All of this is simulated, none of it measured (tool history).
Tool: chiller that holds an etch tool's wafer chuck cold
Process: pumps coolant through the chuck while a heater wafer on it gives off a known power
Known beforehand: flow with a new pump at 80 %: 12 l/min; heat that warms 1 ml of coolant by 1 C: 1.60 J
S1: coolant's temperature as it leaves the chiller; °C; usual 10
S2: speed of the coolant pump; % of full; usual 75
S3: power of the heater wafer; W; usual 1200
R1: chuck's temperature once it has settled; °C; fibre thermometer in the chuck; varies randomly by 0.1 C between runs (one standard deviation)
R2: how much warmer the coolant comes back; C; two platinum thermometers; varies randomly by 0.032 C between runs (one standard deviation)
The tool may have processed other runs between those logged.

run    hour  S1  S2    S3    R1    R2
  1       0  10  75  1200  20.8  4.07
  2    59.8  20  75  1200  30.9  4.08
  3    91.9  10  70  1200    21  4.42
  4   134.2  10  70  1200  21.3   4.3
  5   163.1  10  75   617  15.5  2.13
  6   217.8   6  75  1200  16.7  4.09
  7   247.5   6  75  1200    17  4.02
  8     284   6  75  1200  16.9   4.1
  9   319.7  10  75  1200  20.8  4.08
 10   350.7  10  75  1200  20.8  4.11
 11   393.5  10  75  1200  20.8  4.06
 12     438  10  75  1200  20.8  4.11
 13   484.3  10  75  1200  20.8  4.14
 14   542.2  10  75  1200  20.6  4.12
 15   581.8  10  75   704    16  2.42
 16   623.1  10  75  1200  20.8  4.08
 17   664.9   7  76  1530  20.7  5.17
 18   690.6  18  75  1253  29.4  4.26
 19   727.3   2  62   958  11.7  3.88
 20   787.1   2  62   958  11.8  3.93
 21   829.2   2  74  1187  12.8  4.14
 22   880.4   2  75  1227  12.9  4.21
 23   906.2   9  89  1615  22.3  4.69
 24   958.4   9  89  1615  22.3  4.63
 25   994.4   2  67   792   9.5  3.04
 26  1021.8   1  79   685     7  2.29
 27  1047.9   1  79   685   7.2  2.24
 28  1096.8   1  84   685     7  2.15
 29  1123.7   1  84   685   7.1  2.08
 30  1153.5   1  94  1200  10.7  3.36
 31  1189.9   1  94   768   7.1  2.12

The log once held 2 entries between its listed runs, left out of this copy. Where does each go, and what is different about the tool's unlogged condition between the listed run before it and the listed run after it?
From run 19 to run 20: chiller's thermometer calibrated (hour 731.4)
  heat passed by the chuck's channels, % of clean ones': 88.8 -> 88.7; coolant's true temperature over the reading, C: -0.16 -> -0.24
  measured minus no-state result, R1: +0.9 -> +0.8 °C; R2: +0.13 -> +0.14 C
From run 22 to run 23: chiller's thermometer calibrated, once more (hour 899.9)
  coolant's true temperature over the reading, C: -0.25 -> -0.02
  measured minus no-state result, R1: +1 -> +1.5 °C; R2: +0.15 -> +0.17 C
